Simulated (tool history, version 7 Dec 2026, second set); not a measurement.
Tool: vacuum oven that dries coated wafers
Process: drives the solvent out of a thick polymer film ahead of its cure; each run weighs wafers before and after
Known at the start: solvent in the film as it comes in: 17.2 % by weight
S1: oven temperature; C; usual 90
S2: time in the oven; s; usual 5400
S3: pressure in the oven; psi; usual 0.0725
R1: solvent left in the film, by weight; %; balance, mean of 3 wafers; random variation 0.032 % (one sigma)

run 1 hour=0 | S1=90 S2=5400 S3=0.0725 | R1=3.82
-- hour=10.1 oven's thermocouples calibrated
run 2 hour=65.4 | S1=90 S2=5400 S3=0.0725 | R1=3.53
run 3 hour=129.2 | S1=90 S2=5400 S3=0.0725 | R1=3.53
run 4 hour=180.3 | S1=90 S2=5400 S3=0.0725 | R1=3.54
run 5 hour=250.5 | S1=90 S2=5400 S3=0.0725 | R1=3.49
run 6 hour=358.2 | S1=90 S2=5400 S3=0.1548 | R1=3.78
run 7 hour=431.8 | S1=90 S2=5400 S3=0.1548 | R1=3.75
run 8 hour=518.8 | S1=90 S2=5400 S3=0.1548 | R1=3.71
run 9 hour=588.4 | S1=90 S2=5400 S3=0.1548 | R1=3.83
run 10 hour=684.4 | S1=90 S2=5400 S3=0.1548 | R1=3.77
run 11 hour=733.6 | S1=90 S2=5400 S3=0.0725 | R1=3.65
run 12 hour=813.4 | S1=90 S2=5400 S3=0.0725 | R1=3.69
run 13 hour=898.7 | S1=90 S2=5400 S3=0.0484 | R1=3.59
run 14 hour=1000.8 | S1=90 S2=5400 S3=0.0484 | R1=3.67
run 15 hour=1097.3 | S1=90 S2=5400 S3=0.0484 | R1=3.69
run 16 hour=1154.6 | S1=90 S2=5400 S3=0.1313 | R1=3.85
run 17 hour=1257.9 | S1=98 S2=4260 S3=0.2747 | R1=3.14
run 18 hour=1339.5 | S1=76 S2=5400 S3=0.2841 | R1=8.44
run 19 hour=1434.2 | S1=90 S2=3060 S3=0.0381 | R1=6.55
run 20 hour=1514.6 | S1=84 S2=5400 S3=0.0689 | R1=5.64
run 21 hour=1581.4 | S1=84 S2=5400 S3=0.0689 | R1=5.6
run 22 hour=1691.7 | S1=84 S2=5400 S3=0.0689 | R1=5.58
run 23 hour=1804.1 | S1=84 S2=5400 S3=0.079 | R1=5.67
run 24 hour=1891.4 | S1=89 S2=8700 S3=0.079 | R1=2.16
-- hour=1925.7 oven's thermocouples calibrated
run 25 hour=1957.9 | S1=103 S2=7680 S3=0.0725 | R1=0.61
run 26 hour=2010.2 | S1=103 S2=7680 S3=0.0725 | R1=0.56
run 27 hour=2069.6 | S1=90 S2=7680 S3=0.1796 | R1=2.57
run 28 hour=2132.3 | S1=90 S2=7680 S3=0.1796 | R1=2.51
run 29 hour=2187.8 | S1=77 S2=5100 S3=0.2339 | R1=8.4
run 30 hour=2276.1 | S1=78 S2=8100 S3=0.2305 | R1=5.93

Forecast each of these 4 alternatives for the next run:
run A hour=2370.7 | S1=78 S2=8100 S3=0.0892 | R1=?
run B hour=2370.7 | S1=90 S2=5400 S3=0.1442 | R1=?
run C hour=2370.7 | S1=95 S2=5400 S3=0.1626 | R1=?
run D hour=2370.7 | S1=87 S2=6180 S3=0.0551 | R1=?

run=A R1=5.47
run=B R1=4.05
run=C R1=2.78
run=D R1=4.04
Without the tool's hidden state the same runs would have given:
run=A R1=5
run=B R1=3.71
run=C R1=2.48
run=D R1=3.67

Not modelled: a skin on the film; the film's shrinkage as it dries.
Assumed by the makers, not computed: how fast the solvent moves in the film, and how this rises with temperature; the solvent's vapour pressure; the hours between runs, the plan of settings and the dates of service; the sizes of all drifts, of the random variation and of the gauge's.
